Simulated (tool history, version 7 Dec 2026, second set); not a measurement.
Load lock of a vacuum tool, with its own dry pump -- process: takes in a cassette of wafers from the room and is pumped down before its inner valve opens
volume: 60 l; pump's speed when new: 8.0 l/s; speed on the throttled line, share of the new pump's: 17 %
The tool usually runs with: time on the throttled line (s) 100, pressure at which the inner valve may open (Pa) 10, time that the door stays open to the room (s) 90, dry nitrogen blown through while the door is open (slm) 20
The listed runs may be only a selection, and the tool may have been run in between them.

run    hour  time on the throttled line (s)  pressure at which the inner valve may open (Pa)  time that the door stays open to the room (s)  dry nitrogen blown through while the door is open (slm)  incoming humidity of the room's air, %  time from the closed door until the inner valve may open (s)  rise of the pressure with all valves shut (Pa/min)
  1     0.0                             100                                               10                                             90                                                       20                                    47.2                                                         153.7                                               0.051
  2   355.6                             100                                               10                                             75                                                       20                                    43.2                                                         152.6                                               0.045
  3   725.7                             100                                               10                                             75                                                       20                                    46.5                                                         153.1                                               0.050
  4   928.6                             100                                               10                                             85                                                       20                                    46.5                                                         151.3                                               0.052
  5  1266.9                             100                                               10                                             85                                                       20                                    43.6                                                         153.8                                               0.050
  6  1593.8                             100                                               10                                             85                                                       20                                    46.8                                                         153.8                                               0.049
  7  1803.0                             100                                               10                                             85                                                       20                                    44.2                                                         152.6                                               0.051
  8  2096.9                             100                                               18                                             90                                                       20                                    45.7                                                         147.3                                               0.051
  9  2301.1                             100                                               10                                             90                                                       20                                    45.3                                                         153.9                                               0.051
 10  2485.6                             100                                               10                                             90                                                       20                                    47.7                                                         152.8                                               0.049
 11  2849.5                             100                                               10                                             90                                                       20                                    44.7                                                         151.8                                               0.050
 12  3022.2                             100                                               10                                             90                                                       20                                    44.7                                                         153.5                                               0.050
 13  3399.0                             198                                               10                                             90                                                       20                                    43.5                                                         236.9                                               0.049
 14  3558.5                             198                                               10                                             90                                                       20                                    48.2                                                         233.0                                               0.055
 15  3925.2                             198                                               10                                             90                                                       20                                    46.6                                                         232.6                                               0.054
 16  4109.5                             100                                               10                                             90                                                       20                                    43.9                                                         152.2                                               0.047
 17  4469.5                             100                                               10                                             90                                                       20                                    46.7                                                         152.7                                               0.053
     4660.8  -- dry pump taken out, an overhauled one fitted
 18  4842.7                             100                                               10                                             90                                                       20                                    47.9                                                         152.1                                               0.052
 19  5114.7                             100                                               10                                             58                                                       34                                    45.3                                                         154.6                                               0.028
 20  5408.0                              69                                                8                                             90                                                       41                                    45.9                                                         128.9                                               0.038
 21  5705.9                              68                                               17                                             28                                                        8                                    44.6                                                         121.3                                               0.026
 22  6071.2                             172                                               12                                            181                                                        8                                    46.3                                                         209.5                                               0.111
 23  6331.7                              98                                                9                                            186                                                       35                                    43.5                                                         151.1                                               0.059
 24  6568.4                             100                                                7                                             90                                                       21                                    43.0                                                         155.0                                               0.044
 25  6780.2                             100                                                9                                             30                                                        8                                    43.3                                                         153.5                                               0.035
 26  7088.2                             100                                                9                                             30                                                        8                                    44.8                                                         153.0                                               0.026
 27  7295.3                             128                                               14                                             90                                                       20                                    43.0                                                         172.9                                               0.048
 28  7460.3                             128                                               14                                             90                                                       20                                    48.2                                                         172.9                                               0.052
 29  7619.2                             100                                               10                                            113                                                       20                                    45.1                                                         151.4                                               0.057
 30  7847.6                             100                                               10                                            180                                                       20                                    45.1                                                         153.2                                               0.080
 31  8173.9                             100                                               10                                            180                                                       20                                    43.1                                                         151.9                                               0.072
 32  8334.3                             100                                               10                                            180                                                       20                                    46.2                                                         152.8                                               0.084
 33  8703.0                              98                                                9                                            180                                                       11                                    46.8                                                         152.1                                               0.110
 34  9036.0                              98                                                9                                            180                                                       11                                    43.1                                                         150.9                                               0.098
 35  9217.0                             151                                               10                                             50                                                       21                                    44.3                                                         195.9                                               0.038
 36  9552.6                             151                                               13                                             36                                                        9                                    45.7                                                         193.2                                               0.041

Branching from run 36: 4 alternative next runs. What would each branch give?
  A  9851.4                             151                                                7                                             28                                                        9                                    40.5                                                             ?                                                   ?
  B  9851.4                              51                                               13                                             57                                                        9                                    42.1                                                             ?                                                   ?
  C  9851.4                             100                                               10                                             90                                                        7                                    40.3                                                             ?                                                   ?
  D  9851.4                             151                                               13                                             44                                                       16                                    48.6                                                             ?                                                   ?

run  time from the closed door until the inner valve may open (s)  rise of the pressure with all valves shut (Pa/min)
  A                                                         197.4                                               0.029
  B                                                         110.5                                               0.046
  C                                                         153.5                                               0.066
  D                                                         192.5                                               0.039
Without the tool's hidden state the same runs would have given:
run  time from the closed door until the inner valve may open (s)  rise of the pressure with all valves shut (Pa/min)
  A                                                         197.3                                               0.027
  B                                                         110.4                                               0.044
  C                                                         153.5                                               0.065
  D                                                         192.5                                               0.037
